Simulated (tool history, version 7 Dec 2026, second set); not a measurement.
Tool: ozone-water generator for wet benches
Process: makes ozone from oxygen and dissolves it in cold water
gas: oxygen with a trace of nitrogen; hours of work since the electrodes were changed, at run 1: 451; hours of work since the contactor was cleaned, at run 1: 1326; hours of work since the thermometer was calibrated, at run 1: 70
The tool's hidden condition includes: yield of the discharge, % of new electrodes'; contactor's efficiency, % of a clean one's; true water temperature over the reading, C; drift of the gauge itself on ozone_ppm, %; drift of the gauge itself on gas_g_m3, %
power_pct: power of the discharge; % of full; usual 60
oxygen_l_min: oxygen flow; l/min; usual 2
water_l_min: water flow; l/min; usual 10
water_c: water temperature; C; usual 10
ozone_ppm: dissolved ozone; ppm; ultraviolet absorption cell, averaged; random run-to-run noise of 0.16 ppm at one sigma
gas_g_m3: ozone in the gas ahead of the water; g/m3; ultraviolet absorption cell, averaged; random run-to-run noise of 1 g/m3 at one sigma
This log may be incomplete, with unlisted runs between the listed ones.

| run | hour | power_pct | oxygen_l_min | water_l_min | water_c | hours of work since the electrodes were changed | hours of work since the contactor was cleaned | hours of work since the thermometer was calibrated | ozone_ppm | gas_g_m3 |
|---|---|---|---|---|---|---|---|---|---|---|
| 1 | 0 | 60 | 2 | 10 | 10 | 451 | 1326 | 70 | 20.7 | 180.7 |
| 2 | 49.4 | 60 | 1.17 | 10 | 10 | 490 | 1366 | 109 | 16.4 | 215.8 |
| 3 | 159 | 60 | 1.17 | 10 | 10 | 578 | 1453 | 197 | 16.1 | 216.8 |
| 4 | 256.8 | 60 | 2 | 10 | 10 | 656 | 1531 | 275 | 20.4 | 181.5 |
| 5 | 332.1 | 60 | 1.46 | 10 | 10 | 716 | 1591 | 335 | 18.2 | 200.6 |
| 6 | 394.8 | 60 | 1.46 | 10 | 10 | 766 | 1641 | 385 | 18 | 202.4 |
| 7 | 442.4 | 60 | 2 | 10 | 10 | 804 | 1679 | 423 | 20.6 | 182.1 |
| 8 | 527.9 | 60 | 2 | 10 | 10 | 872 | 1748 | 491 | 20.3 | 181.9 |
| 9 | 610 | 60 | 2 | 10 | 10 | 938 | 1813 | 557 | 20.4 | 183.4 |
| 10 | 674.5 | 60 | 2 | 10 | 10 | 989 | 1865 | 608 | 20.3 | 184.1 |
| 11 | 779.3 | 43 | 2 | 8 | 10 | 1073 | 1949 | 692 | 20.5 | 152.5 |
| 12 | 852 | 93 | 2.03 | 7 | 7 | 1131 | 2007 | 750 | 34.9 | 230.1 |
| 13 | 951.8 | 60 | 2 | 10 | 12 | 1211 | 2086 | 830 | 19.9 | 185.9 |
| 14 | 1006.7 | 46 | 2.65 | 8 | 12 | 1255 | 2130 | 874 | 22.3 | 145.1 |
| 15 | 1094.3 | 67 | 1.41 | 10 | 10 | 1325 | 2200 | 944 | 18.7 | 216.4 |
| 16 | 1189.9 | 67 | 1.41 | 11 | 16 | 1401 | 2277 | 1020 | 16.4 | 217.5 |

Results for each run, recomputed without the tool's hidden state and with each run's random variation untouched:
| run | gas_g_m3 |
|---|---|
| 1 | 180.7 |
| 2 | 215.7 |
| 3 | 216.5 |
| 4 | 181.2 |
| 5 | 200 |
| 6 | 201.7 |
| 7 | 181.4 |
| 8 | 181.1 |
| 9 | 182.5 |
| 10 | 183.1 |
| 11 | 151.5 |
| 12 | 228.6 |
| 13 | 184.5 |
| 14 | 144 |
| 15 | 214.5 |
| 16 | 215.4 |
ozone_ppm without the hidden state stays within 0.1 ppm of what was measured, in all runs.

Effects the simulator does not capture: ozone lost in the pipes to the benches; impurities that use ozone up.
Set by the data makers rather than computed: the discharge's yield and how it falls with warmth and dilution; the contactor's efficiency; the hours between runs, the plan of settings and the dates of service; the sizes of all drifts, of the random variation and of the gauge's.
